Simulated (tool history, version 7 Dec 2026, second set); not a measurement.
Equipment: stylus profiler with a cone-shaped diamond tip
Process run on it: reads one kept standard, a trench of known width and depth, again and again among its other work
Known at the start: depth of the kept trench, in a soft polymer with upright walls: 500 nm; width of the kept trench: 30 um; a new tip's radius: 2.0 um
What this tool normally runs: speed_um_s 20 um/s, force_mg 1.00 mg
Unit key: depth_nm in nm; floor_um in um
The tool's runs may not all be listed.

run 1 hour=0.0 | speed_um_s=20 force_mg=1.00 | depth_nm=501.67 floor_um=26.65
run 2 hour=19.5 | speed_um_s=20 force_mg=1.00 | depth_nm=501.59 floor_um=26.70
run 3 hour=30.8 | speed_um_s=20 force_mg=1.00 | depth_nm=501.68 floor_um=26.68
run 4 hour=54.1 | speed_um_s=68 force_mg=1.00 | depth_nm=501.69 floor_um=26.37
run 5 hour=77.0 | speed_um_s=68 force_mg=1.00 | depth_nm=501.61 floor_um=26.38
run 6 hour=93.3 | speed_um_s=68 force_mg=1.00 | depth_nm=501.69 floor_um=26.38
run 7 hour=114.8 | speed_um_s=20 force_mg=1.00 | depth_nm=501.28 floor_um=26.66
run 8 hour=127.7 | speed_um_s=51 force_mg=1.00 | depth_nm=501.61 floor_um=26.46
run 9 hour=148.9 | speed_um_s=51 force_mg=1.00 | depth_nm=501.44 floor_um=26.40
run 10 hour=162.0 | speed_um_s=51 force_mg=1.00 | depth_nm=501.59 floor_um=26.47
run 11 hour=183.8 | speed_um_s=51 force_mg=1.40 | depth_nm=501.85 floor_um=26.48
run 12 hour=196.4 | speed_um_s=51 force_mg=1.40 | depth_nm=502.02 floor_um=26.43
run 13 hour=215.2 | speed_um_s=9 force_mg=1.20 | depth_nm=502.02 floor_um=26.68
-- hour=216.8 height scale calibrated on a step standard
run 14 hour=232.5 | speed_um_s=12 force_mg=1.00 | depth_nm=501.24 floor_um=26.62
run 15 hour=247.0 | speed_um_s=20 force_mg=2.28 | depth_nm=503.38 floor_um=26.56
run 16 hour=266.7 | speed_um_s=7 force_mg=2.33 | depth_nm=503.06 floor_um=26.66
run 17 hour=276.9 | speed_um_s=74 force_mg=1.00 | depth_nm=501.17 floor_um=26.28
run 18 hour=295.3 | speed_um_s=6 force_mg=0.41 | depth_nm=499.96 floor_um=26.62
run 19 hour=310.9 | speed_um_s=5 force_mg=0.42 | depth_nm=500.04 floor_um=26.53
-- hour=316.5 height scale calibrated on a step standard, once more
run 20 hour=332.2 | speed_um_s=5 force_mg=0.42 | depth_nm=501.13 floor_um=26.61
run 21 hour=347.8 | speed_um_s=32 force_mg=0.74 | depth_nm=502.25 floor_um=26.31
run 22 hour=371.2 | speed_um_s=32 force_mg=0.74 | depth_nm=502.30 floor_um=26.39
run 23 hour=395.4 | speed_um_s=6 force_mg=0.50 | depth_nm=501.61 floor_um=26.54
run 24 hour=414.1 | speed_um_s=6 force_mg=0.50 | depth_nm=501.70 floor_um=26.50

4 ways to go on from here, each from the tool as it stands after run 24. What would each give?
run A hour=428.1 | speed_um_s=13 force_mg=0.52 | depth_nm=? floor_um=?
run B hour=428.1 | speed_um_s=44 force_mg=0.36 | depth_nm=? floor_um=?
run C hour=428.1 | speed_um_s=20 force_mg=2.35 | depth_nm=? floor_um=?
run D hour=428.1 | speed_um_s=15 force_mg=0.50 | depth_nm=? floor_um=?

run=A depth_nm=501.66 floor_um=26.44
run=B depth_nm=501.30 floor_um=26.12
run=C depth_nm=504.52 floor_um=26.53
run=D depth_nm=501.45 floor_um=26.47
Take away the tool's hidden state, keep each run's random variation, and the runs would have read:
run=A depth_nm=501.75 floor_um=27.22
run=B depth_nm=501.39 floor_um=26.91
run=C depth_nm=504.61 floor_um=27.32
run=D depth_nm=501.54 floor_um=27.25

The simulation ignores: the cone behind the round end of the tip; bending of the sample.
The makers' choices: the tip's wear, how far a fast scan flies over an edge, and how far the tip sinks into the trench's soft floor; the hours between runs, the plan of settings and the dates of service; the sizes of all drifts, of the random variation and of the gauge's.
